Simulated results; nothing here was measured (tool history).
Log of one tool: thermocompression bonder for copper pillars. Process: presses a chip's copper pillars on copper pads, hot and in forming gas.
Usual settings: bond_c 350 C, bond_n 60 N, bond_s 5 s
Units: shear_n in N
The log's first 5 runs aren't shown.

run   hour  bond_c  bond_n  bond_s  shear_n
  6   31.1     350      60       5     48.5
  7   37.7     350      47       5     39.3
  8   43.4     350      47       5     39.2
  9   48.3     350      60       5     47.5
 10   55.3     350      55       5     45.1
 11   62.2     350      55       5     45.1
 12   69.0     350      55       5     45.3
 13   75.7     350      60       5     47.9
 14   82.1     350      60       5     48.0
 15   88.0     350      60       5     48.5
 16   96.8     350      60       5     48.5
 17  102.7     350      60       5     47.8
 18  108.6     367      53       5     51.3
 19  113.1     363      65       5     56.6
 20  117.3     350      60       4     44.5
 21  121.4     366      58       5     53.9
 22  127.7     354      58       3     41.2

Run 23 comes next. What will it give?
     130.5  -- heater calibrated with a thermocouple chip
 23  137.1     350      60       4        ?

Run 23 gave shear_n 44.2 N.
Without the tool's hidden state the same run would have given shear_n 47.1 N.

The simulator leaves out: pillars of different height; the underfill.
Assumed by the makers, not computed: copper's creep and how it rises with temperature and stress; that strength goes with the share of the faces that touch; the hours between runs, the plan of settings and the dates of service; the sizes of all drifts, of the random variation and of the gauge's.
